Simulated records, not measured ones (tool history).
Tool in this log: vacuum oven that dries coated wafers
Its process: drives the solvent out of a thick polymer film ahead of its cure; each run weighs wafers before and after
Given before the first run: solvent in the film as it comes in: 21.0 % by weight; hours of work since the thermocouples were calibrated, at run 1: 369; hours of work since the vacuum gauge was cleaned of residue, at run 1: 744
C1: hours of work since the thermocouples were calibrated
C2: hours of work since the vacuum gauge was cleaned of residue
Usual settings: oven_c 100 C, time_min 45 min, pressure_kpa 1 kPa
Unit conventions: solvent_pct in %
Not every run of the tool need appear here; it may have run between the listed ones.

run 1 hour=0 | oven_c=100 time_min=45 pressure_kpa=1 | C1=369 C2=744 | solvent_pct=3.56
run 2 hour=20.7 | oven_c=100 time_min=45 pressure_kpa=1.9 | C1=379 C2=754 | solvent_pct=4.36
run 3 hour=47.6 | oven_c=100 time_min=42 pressure_kpa=1 | C1=392 C2=767 | solvent_pct=3.98
run 4 hour=65.9 | oven_c=100 time_min=42 pressure_kpa=1 | C1=401 C2=776 | solvent_pct=3.85
run 5 hour=105.2 | oven_c=100 time_min=45 pressure_kpa=1 | C1=421 C2=795 | solvent_pct=3.58
run 6 hour=143.5 | oven_c=100 time_min=45 pressure_kpa=1 | C1=440 C2=814 | solvent_pct=3.59
run 7 hour=168.9 | oven_c=88 time_min=45 pressure_kpa=1 | C1=452 C2=827 | solvent_pct=8.61
run 8 hour=202.8 | oven_c=88 time_min=45 pressure_kpa=1 | C1=469 C2=844 | solvent_pct=8.53
run 9 hour=230.6 | oven_c=100 time_min=45 pressure_kpa=1 | C1=483 C2=857 | solvent_pct=3.59
run 10 hour=258.2 | oven_c=100 time_min=45 pressure_kpa=1 | C1=496 C2=871 | solvent_pct=3.54
run 11 hour=288.4 | oven_c=100 time_min=45 pressure_kpa=1 | C1=511 C2=886 | solvent_pct=3.64
run 12 hour=308.2 | oven_c=103 time_min=46 pressure_kpa=1 | C1=521 C2=896 | solvent_pct=2.63
run 13 hour=339.1 | oven_c=91 time_min=58 pressure_kpa=0.78 | C1=536 C2=911 | solvent_pct=5.49
run 14 hour=373.2 | oven_c=91 time_min=58 pressure_kpa=0.78 | C1=553 C2=928 | solvent_pct=5.48
run 15 hour=390.3 | oven_c=93 time_min=34 pressure_kpa=0.81 | C1=561 C2=936 | solvent_pct=7.83
run 16 hour=424.1 | oven_c=93 time_min=46 pressure_kpa=1.62 | C1=578 C2=953 | solvent_pct=6.86
run 17 hour=444.9 | oven_c=93 time_min=46 pressure_kpa=1.62 | C1=588 C2=963 | solvent_pct=7.04
run 18 hour=468.2 | oven_c=103 time_min=41 pressure_kpa=0.83 | C1=600 C2=974 | solvent_pct=2.89
run 19 hour=491.4 | oven_c=94 time_min=75 pressure_kpa=1 | C1=611 C2=986 | solvent_pct=3.27
run 20 hour=530.2 | oven_c=94 time_min=36 pressure_kpa=1 | C1=630 C2=1005 | solvent_pct=7.06
run 21 hour=547.1 | oven_c=93 time_min=23 pressure_kpa=1.8 | C1=639 C2=1013 | solvent_pct=10.78
run 22 hour=571.5 | oven_c=93 time_min=23 pressure_kpa=1.8 | C1=651 C2=1025 | solvent_pct=10.78

Here are 3 independent what-if runs from the current tool condition. What would each one return?
run A hour=604.8 | oven_c=106 time_min=79 pressure_kpa=1.59 | C1=667 C2=1042 | solvent_pct=?
run B hour=604.8 | oven_c=94 time_min=45 pressure_kpa=1 | C1=667 C2=1042 | solvent_pct=?
run C hour=604.8 | oven_c=85 time_min=23 pressure_kpa=2.16 | C1=667 C2=1042 | solvent_pct=?

run=A solvent_pct=1.53
run=B solvent_pct=5.86
run=C solvent_pct=14.04
What these runs would have given with no unlogged condition in the tool:
run=A solvent_pct=1.51
run=B solvent_pct=5.86
run=C solvent_pct=14.04
